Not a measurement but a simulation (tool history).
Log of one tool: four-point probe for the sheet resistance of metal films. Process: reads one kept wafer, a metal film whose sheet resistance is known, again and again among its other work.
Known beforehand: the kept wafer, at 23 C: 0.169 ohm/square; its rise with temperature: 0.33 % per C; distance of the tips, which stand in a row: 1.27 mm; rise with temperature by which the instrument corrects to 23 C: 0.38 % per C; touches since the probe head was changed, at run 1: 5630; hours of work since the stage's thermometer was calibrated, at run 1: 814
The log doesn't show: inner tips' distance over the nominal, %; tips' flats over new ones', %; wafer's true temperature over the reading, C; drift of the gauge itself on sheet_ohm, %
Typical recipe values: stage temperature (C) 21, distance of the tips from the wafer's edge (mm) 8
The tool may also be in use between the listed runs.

run	day	stage temperature (C)	distance of the tips from the wafer's edge (mm)	touches since the probe head was changed	hours of work since the stage's thermometer was calibrated	sheet resistance as the instrument gives it (ohm/square)
1	0.000	21	8	5630	814	0.171432
2	1.229	21	8	6908	833	0.171423
3	1.808	21	8	7512	841	0.171483
4	3.092	26	8	8845	861	0.171089
5	4.238	26	8	10037	878	0.171108
6	4.921	26	8	10749	889	0.171089
7	5.979	26	8	11849	905	0.171043
8	7.167	26	8	13085	923	0.171103
9	8.096	19	8	14051	937	0.171642
10	9.138	19	8	15135	953	0.171604
11	10.079	21	8	16112	967	0.171493
12	11.004	21	59	17078	981	0.169251
13	11.850	21	11	17955	994	0.170382
14	12.992	21	8	19141	1011	0.171429
15	14.058	18	8	20253	1027	0.171682
16	15.338	18	8	21582	1047	0.171675
17	16.388	31	8	22674	1063	0.170739
18	17.233	28	22	23556	1076	0.168952
19	18.383	29	9	24750	1093	0.170340
20	19.183	19	9	25584	1105	0.171113
21	20.379	24	4	26828	1123	0.177609
22	21.192	19	6	27672	1136	0.173353
23	22.071	22	12	28586	1149	0.170107
24	23.229	21	7	29792	1167	0.172125
25	24.383	18	41	30992	1184	0.169435
26	25.308	29	7	31955	1198	0.171592
27	26.183	19	74	32867	1212	0.169307
28	26.825	34	4	33530	1221	0.176895
29	27.500	30	29	34233	1231	0.168640
30	28.412	21	7	35184	1245	0.172113
31	29.142	21	7	35943	1256	0.172071
32	29.904	24	54	36736	1268	0.168973
33	30.562	31	45	37419	1278	0.168467
34	31.246	27	4	38130	1288	0.177316

5 options for the next run, each taken on its own from the tool as it stands now. Forecast them:
A	32.475	26	8	39409	1307	?
B	32.475	27	7	39409	1307	?
C	32.475	32	4	39409	1307	?
D	32.475	33	3	39409	1307	?
E	32.475	28	4	39409	1307	?

run	sheet resistance as the instrument gives it (ohm/square)
A	0.171056
B	0.171697
C	0.176951
D	0.183049
E	0.177334
With the hidden condition removed and each run's random variation left untouched, the same runs would have given:
run	sheet resistance as the instrument gives it (ohm/square)
A	0.171062
B	0.171704
C	0.176960
D	0.183059
E	0.177341

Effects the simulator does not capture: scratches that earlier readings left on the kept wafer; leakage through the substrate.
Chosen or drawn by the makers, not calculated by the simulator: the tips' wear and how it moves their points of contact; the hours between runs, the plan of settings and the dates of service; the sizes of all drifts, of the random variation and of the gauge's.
